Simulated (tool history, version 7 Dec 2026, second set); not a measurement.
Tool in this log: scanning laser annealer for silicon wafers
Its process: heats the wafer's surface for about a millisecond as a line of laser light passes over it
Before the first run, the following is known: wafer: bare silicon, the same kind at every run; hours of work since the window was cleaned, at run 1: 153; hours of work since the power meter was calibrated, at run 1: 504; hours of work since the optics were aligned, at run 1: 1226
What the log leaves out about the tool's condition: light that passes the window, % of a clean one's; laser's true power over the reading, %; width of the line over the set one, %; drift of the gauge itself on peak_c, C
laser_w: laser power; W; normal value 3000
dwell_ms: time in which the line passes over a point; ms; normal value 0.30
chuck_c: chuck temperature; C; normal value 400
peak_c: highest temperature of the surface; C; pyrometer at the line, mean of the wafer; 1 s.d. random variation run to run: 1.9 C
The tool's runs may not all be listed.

run   hour  laser_w  dwell_ms  chuck_c  hours of work since the window was cleaned  hours of work since the power meter was calibrated  hours of work since the optics were aligned  peak_c
  1    0.0     3000      0.30      400                                         153                                                 504                                         1226    1196
  2   26.4     3000      0.30      400                                         164                                                 516                                         1238    1195
  3   57.0     3000      0.30      400                                         178                                                 530                                         1252    1198
  4   78.3     3000      0.30      400                                         187                                                 539                                         1261    1194
  5   95.5     3000      0.30      400                                         195                                                 547                                         1269    1191
  6  130.2     3000      0.30      400                                         210                                                 562                                         1284    1194
     134.5  -- window over the wafer cleaned
  7  172.0     3000      0.30      400                                          17                                                 580                                         1302    1192
     207.0  -- window over the wafer cleaned, once more
  8  208.9     2855      0.30      400                                           1                                                 595                                         1317    1157
  9  236.6     2855      0.30      400                                          13                                                 607                                         1330    1158
 10  276.6     2855      0.30      400                                          31                                                 625                                         1347    1156
 11  304.8     2855      0.30      400                                          43                                                 638                                         1360    1156
 12  346.0     2855      0.30      400                                          62                                                 656                                         1378    1156
 13  384.9     3049      0.30      361                                          79                                                 673                                         1395    1164
 14  412.0     3049      0.33      427                                          91                                                 685                                         1407    1267
 15  453.6     3049      0.33      427                                         109                                                 704                                         1426    1268

For some of the steps in peak_c from one run to the next: how much would appear even if the tool had no hidden state, given the settings, what came in and random variation, and how much remains for the hidden state plus any gauge scatter that the measured result and the result without hidden state don't share?
Run 7 -> 8: laser_w 3000 -> 2855, window over the wafer cleaned, once more. peak_c -35 C: hidden state +3, all else -38.
Run 13 -> 14: dwell_ms 0.30 -> 0.33, chuck_c 361 -> 427. peak_c +103 C: hidden state -1, all else +104.
